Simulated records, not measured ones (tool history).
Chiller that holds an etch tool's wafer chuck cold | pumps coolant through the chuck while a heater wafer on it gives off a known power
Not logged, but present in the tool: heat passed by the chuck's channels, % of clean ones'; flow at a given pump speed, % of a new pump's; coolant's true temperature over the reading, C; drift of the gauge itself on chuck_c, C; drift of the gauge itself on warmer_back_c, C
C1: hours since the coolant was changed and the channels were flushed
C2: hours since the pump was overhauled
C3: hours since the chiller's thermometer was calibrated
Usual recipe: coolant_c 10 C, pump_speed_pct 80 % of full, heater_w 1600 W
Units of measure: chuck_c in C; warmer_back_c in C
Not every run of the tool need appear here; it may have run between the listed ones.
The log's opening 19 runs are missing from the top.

run 20 hour=762.4 | coolant_c=5 pump_speed_pct=92 heater_w=836 | C1=2325 C2=862 C3=276 | chuck_c=11.6 warmer_back_c=2.36
run 21 hour=795.4 | coolant_c=5 pump_speed_pct=92 heater_w=836 | C1=2358 C2=895 C3=309 | chuck_c=11.9 warmer_back_c=2.33
run 22 hour=829.7 | coolant_c=4 pump_speed_pct=81 heater_w=831 | C1=2393 C2=929 C3=343 | chuck_c=11.5 warmer_back_c=2.7
run 23 hour=882.5 | coolant_c=4 pump_speed_pct=87 heater_w=1122 | C1=2445 C2=982 C3=396 | chuck_c=13.4 warmer_back_c=3.41
run 24 hour=918 | coolant_c=4 pump_speed_pct=87 heater_w=1122 | C1=2481 C2=1017 C3=432 | chuck_c=13.6 warmer_back_c=3.38
run 25 hour=952.8 | coolant_c=15 pump_speed_pct=88 heater_w=1600 | C1=2516 C2=1052 C3=467 | chuck_c=28.4 warmer_back_c=4.69
run 26 hour=1000.4 | coolant_c=15 pump_speed_pct=88 heater_w=1472 | C1=2563 C2=1100 C3=514 | chuck_c=27.5 warmer_back_c=4.32
run 27 hour=1051.2 | coolant_c=6 pump_speed_pct=63 heater_w=2137 | C1=2614 C2=1151 C3=565 | chuck_c=30.5 warmer_back_c=9.05
run 28 hour=1086.3 | coolant_c=6 pump_speed_pct=78 heater_w=2005 | C1=2649 C2=1186 C3=600 | chuck_c=25 warmer_back_c=6.8
run 29 hour=1120.7 | coolant_c=6 pump_speed_pct=78 heater_w=2005 | C1=2684 C2=1220 C3=634 | chuck_c=25 warmer_back_c=6.78
run 30 hour=1165.2 | coolant_c=14 pump_speed_pct=78 heater_w=2005 | C1=2728 C2=1265 C3=679 | chuck_c=32.7 warmer_back_c=6.74
run 31 hour=1204.9 | coolant_c=14 pump_speed_pct=96 heater_w=1014 | C1=2768 C2=1304 C3=719 | chuck_c=21.9 warmer_back_c=2.75

Below are 4 alternative next runs, each starting from the tool's condition after run 31. Predict each:
run A hour=1229.1 | coolant_c=17 pump_speed_pct=97 heater_w=813 | C1=2792 C2=1328 C3=743 | chuck_c=? warmer_back_c=?
run B hour=1229.1 | coolant_c=8 pump_speed_pct=96 heater_w=1569 | C1=2792 C2=1328 C3=743 | chuck_c=? warmer_back_c=?
run C hour=1229.1 | coolant_c=10 pump_speed_pct=71 heater_w=2209 | C1=2792 C2=1328 C3=743 | chuck_c=? warmer_back_c=?
run D hour=1229.1 | coolant_c=9 pump_speed_pct=80 heater_w=1602 | C1=2792 C2=1328 C3=743 | chuck_c=? warmer_back_c=?

run=A chuck_c=23.4 warmer_back_c=2.22
run=B chuck_c=20.5 warmer_back_c=4.27
run=C chuck_c=32.9 warmer_back_c=8.21
run=D chuck_c=23.9 warmer_back_c=5.27
What these runs would have given with no unlogged condition in the tool:
run=A chuck_c=22.9 warmer_back_c=2.18
run=B chuck_c=19.7 warmer_back_c=4.19
run=C chuck_c=31.6 warmer_back_c=8.05
run=D chuck_c=23 warmer_back_c=5.17
